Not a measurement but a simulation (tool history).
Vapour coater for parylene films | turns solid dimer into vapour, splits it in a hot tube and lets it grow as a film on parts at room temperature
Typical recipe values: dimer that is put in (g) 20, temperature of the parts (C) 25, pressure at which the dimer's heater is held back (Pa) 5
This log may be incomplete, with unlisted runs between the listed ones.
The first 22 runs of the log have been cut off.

| run | hour | dimer that is put in (g) | temperature of the parts (C) | pressure at which the dimer's heater is held back (Pa) | thickness of the film (µm) |
|---|---|---|---|---|---|
| 23 | 353.6 | 20 | 25 | 5 | 7.06 |
| 24 | 364.4 | 27 | 20 | 2.01 | 10.88 |
| 25 | 387.6 | 33 | 28 | 3.59 | 11.42 |
| 26 | 403.7 | 20 | 32 | 7.95 | 6.24 |
| 27 | 426.5 | 35 | 19 | 6.92 | 13.06 |
| 28 | 441.2 | 35 | 19 | 6.92 | 13.1 |
| 29 | 460.1 | 35 | 22 | 4.48 | 12.85 |
| 30 | 473.2 | 35 | 22 | 4.48 | 12.71 |
| 31 | 489.2 | 20 | 18 | 4.38 | 7.65 |
| 32 | 510 | 35 | 34 | 2.27 | 10.72 |
| 33 | 520.3 | 20 | 20 | 10.15 | 6.98 |
| 34 | 534.7 | 10 | 29 | 10.15 | 3.06 |
|  | 540.5 | trap's valve overhauled |
| 35 | 556.4 | 35 | 25 | 5 | 13.63 |
| 36 | 570.4 | 32 | 25 | 7.42 | 12.43 |
| 37 | 585.2 | 32 | 25 | 7.42 | 12.34 |
| 38 | 607.8 | 29 | 26 | 5.9 | 10.96 |
| 39 | 621.3 | 24 | 23 | 3.69 | 9.67 |
| 40 | 644.9 | 9 | 23 | 2.82 | 3.65 |
| 41 | 659.2 | 9 | 23 | 2.82 | 3.63 |
| 42 | 677.5 | 16 | 34 | 6.16 | 5.22 |
| 43 | 693.2 | 16 | 34 | 6.16 | 5.22 |
| 44 | 710.4 | 19 | 24 | 6.16 | 7.25 |
| 45 | 734.3 | 19 | 24 | 6.16 | 7.08 |

Below are 5 alternative next runs, each starting from the tool's condition after run 45. Predict each:
| A | 744.9 | 8 | 25 | 5 | ? |
| B | 744.9 | 14 | 22 | 5.72 | ? |
| C | 744.9 | 20 | 23 | 5 | ? |
| D | 744.9 | 21 | 22 | 6.16 | ? |
| E | 744.9 | 19 | 24 | 3.57 | ? |

| run | thickness of the film (µm) |
|---|---|
| A | 2.97 |
| B | 5.46 |
| C | 7.62 |
| D | 8.15 |
| E | 7.34 |
Stripped of hidden state, with their random variation kept, the same runs would have yielded:
| run | thickness of the film (µm) |
|---|---|
| A | 3.14 |
| B | 5.78 |
| C | 8.06 |
| D | 8.62 |
| E | 7.76 |
